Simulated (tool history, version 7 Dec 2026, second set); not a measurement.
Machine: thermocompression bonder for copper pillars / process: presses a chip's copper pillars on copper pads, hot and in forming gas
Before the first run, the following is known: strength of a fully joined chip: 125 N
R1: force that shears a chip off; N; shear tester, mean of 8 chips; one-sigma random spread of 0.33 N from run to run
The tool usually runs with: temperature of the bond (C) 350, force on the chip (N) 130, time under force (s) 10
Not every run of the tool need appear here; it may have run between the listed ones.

run 1 hour=0.0 | temperature_of_the_bond_(C)=350 force_on_the_chip_(N)=130 time_under_force_(s)=10 | R1=44.9
run 2 hour=46.1 | temperature_of_the_bond_(C)=350 force_on_the_chip_(N)=130 time_under_force_(s)=10 | R1=44.7
run 3 hour=118.0 | temperature_of_the_bond_(C)=350 force_on_the_chip_(N)=130 time_under_force_(s)=10 | R1=44.9
-- hour=131.2 forming gas filter changed
run 4 hour=159.2 | temperature_of_the_bond_(C)=350 force_on_the_chip_(N)=130 time_under_force_(s)=10 | R1=46.8
run 5 hour=212.9 | temperature_of_the_bond_(C)=350 force_on_the_chip_(N)=140 time_under_force_(s)=10 | R1=49.4
run 6 hour=268.1 | temperature_of_the_bond_(C)=350 force_on_the_chip_(N)=130 time_under_force_(s)=10 | R1=45.9
run 7 hour=318.2 | temperature_of_the_bond_(C)=350 force_on_the_chip_(N)=130 time_under_force_(s)=10 | R1=45.7
run 8 hour=351.3 | temperature_of_the_bond_(C)=350 force_on_the_chip_(N)=130 time_under_force_(s)=10 | R1=45.1
run 9 hour=402.7 | temperature_of_the_bond_(C)=350 force_on_the_chip_(N)=130 time_under_force_(s)=10 | R1=45.6
run 10 hour=464.1 | temperature_of_the_bond_(C)=350 force_on_the_chip_(N)=130 time_under_force_(s)=10 | R1=44.5
run 11 hour=535.4 | temperature_of_the_bond_(C)=350 force_on_the_chip_(N)=130 time_under_force_(s)=10 | R1=45.2
-- hour=582.1 heater calibrated with a thermocouple chip
run 12 hour=594.5 | temperature_of_the_bond_(C)=350 force_on_the_chip_(N)=130 time_under_force_(s)=10 | R1=47.5
run 13 hour=639.6 | temperature_of_the_bond_(C)=350 force_on_the_chip_(N)=130 time_under_force_(s)=10 | R1=47.4
-- hour=663.6 force cell calibrated
run 14 hour=698.2 | temperature_of_the_bond_(C)=367 force_on_the_chip_(N)=130 time_under_force_(s)=10 | R1=57.6
run 15 hour=739.1 | temperature_of_the_bond_(C)=350 force_on_the_chip_(N)=130 time_under_force_(s)=10 | R1=48.3
run 16 hour=776.4 | temperature_of_the_bond_(C)=350 force_on_the_chip_(N)=130 time_under_force_(s)=10 | R1=47.4
run 17 hour=822.0 | temperature_of_the_bond_(C)=350 force_on_the_chip_(N)=130 time_under_force_(s)=10 | R1=47.6
run 18 hour=860.1 | temperature_of_the_bond_(C)=350 force_on_the_chip_(N)=130 time_under_force_(s)=10 | R1=47.6
run 19 hour=889.2 | temperature_of_the_bond_(C)=350 force_on_the_chip_(N)=130 time_under_force_(s)=14 | R1=53.7
run 20 hour=927.0 | temperature_of_the_bond_(C)=350 force_on_the_chip_(N)=130 time_under_force_(s)=21 | R1=62.0
run 21 hour=979.5 | temperature_of_the_bond_(C)=334 force_on_the_chip_(N)=89 time_under_force_(s)=6 | R1=22.0
-- hour=986.8 forming gas filter changed
run 22 hour=1041.5 | temperature_of_the_bond_(C)=325 force_on_the_chip_(N)=136 time_under_force_(s)=10 | R1=37.2
run 23 hour=1079.5 | temperature_of_the_bond_(C)=325 force_on_the_chip_(N)=80 time_under_force_(s)=10 | R1=23.2
run 24 hour=1118.1 | temperature_of_the_bond_(C)=336 force_on_the_chip_(N)=83 time_under_force_(s)=29 | R1=43.3
run 25 hour=1184.6 | temperature_of_the_bond_(C)=336 force_on_the_chip_(N)=83 time_under_force_(s)=29 | R1=43.3
run 26 hour=1244.7 | temperature_of_the_bond_(C)=336 force_on_the_chip_(N)=83 time_under_force_(s)=29 | R1=43.0
run 27 hour=1294.3 | temperature_of_the_bond_(C)=350 force_on_the_chip_(N)=159 time_under_force_(s)=11 | R1=57.5
run 28 hour=1324.1 | temperature_of_the_bond_(C)=329 force_on_the_chip_(N)=159 time_under_force_(s)=11 | R1=45.4
run 29 hour=1357.6 | temperature_of_the_bond_(C)=329 force_on_the_chip_(N)=159 time_under_force_(s)=11 | R1=44.8
run 30 hour=1418.8 | temperature_of_the_bond_(C)=324 force_on_the_chip_(N)=159 time_under_force_(s)=13 | R1=44.9
run 31 hour=1489.8 | temperature_of_the_bond_(C)=350 force_on_the_chip_(N)=130 time_under_force_(s)=11 | R1=48.9
run 32 hour=1553.5 | temperature_of_the_bond_(C)=349 force_on_the_chip_(N)=130 time_under_force_(s)=15 | R1=53.1
run 33 hour=1618.7 | temperature_of_the_bond_(C)=338 force_on_the_chip_(N)=130 time_under_force_(s)=10 | R1=40.2
run 34 hour=1663.4 | temperature_of_the_bond_(C)=377 force_on_the_chip_(N)=105 time_under_force_(s)=5 | R1=39.4
run 35 hour=1719.4 | temperature_of_the_bond_(C)=377 force_on_the_chip_(N)=117 time_under_force_(s)=11 | R1=58.1
run 36 hour=1768.4 | temperature_of_the_bond_(C)=377 force_on_the_chip_(N)=117 time_under_force_(s)=11 | R1=58.0
run 37 hour=1822.8 | temperature_of_the_bond_(C)=350 force_on_the_chip_(N)=108 time_under_force_(s)=7 | R1=33.7
-- hour=1839.0 forming gas filter changed
run 38 hour=1886.9 | temperature_of_the_bond_(C)=350 force_on_the_chip_(N)=90 time_under_force_(s)=20 | R1=46.3
run 39 hour=1941.3 | temperature_of_the_bond_(C)=350 force_on_the_chip_(N)=90 time_under_force_(s)=20 | R1=45.5

Here are 4 independent what-if runs from the current tool condition. What would each one return?
run A hour=1988.3 | temperature_of_the_bond_(C)=335 force_on_the_chip_(N)=102 time_under_force_(s)=14 | R1=?
run B hour=1988.3 | temperature_of_the_bond_(C)=350 force_on_the_chip_(N)=130 time_under_force_(s)=27 | R1=?
run C hour=1988.3 | temperature_of_the_bond_(C)=344 force_on_the_chip_(N)=141 time_under_force_(s)=7 | R1=?
run D hour=1988.3 | temperature_of_the_bond_(C)=379 force_on_the_chip_(N)=130 time_under_force_(s)=10 | R1=?

run=A R1=36.1
run=B R1=67.7
run=C R1=40.6
run=D R1=63.7
Take away the tool's hidden state, keep each run's random variation, and the runs would have read:
run=A R1=39.2
run=B R1=72.0
run=C R1=43.9
run=D R1=67.7
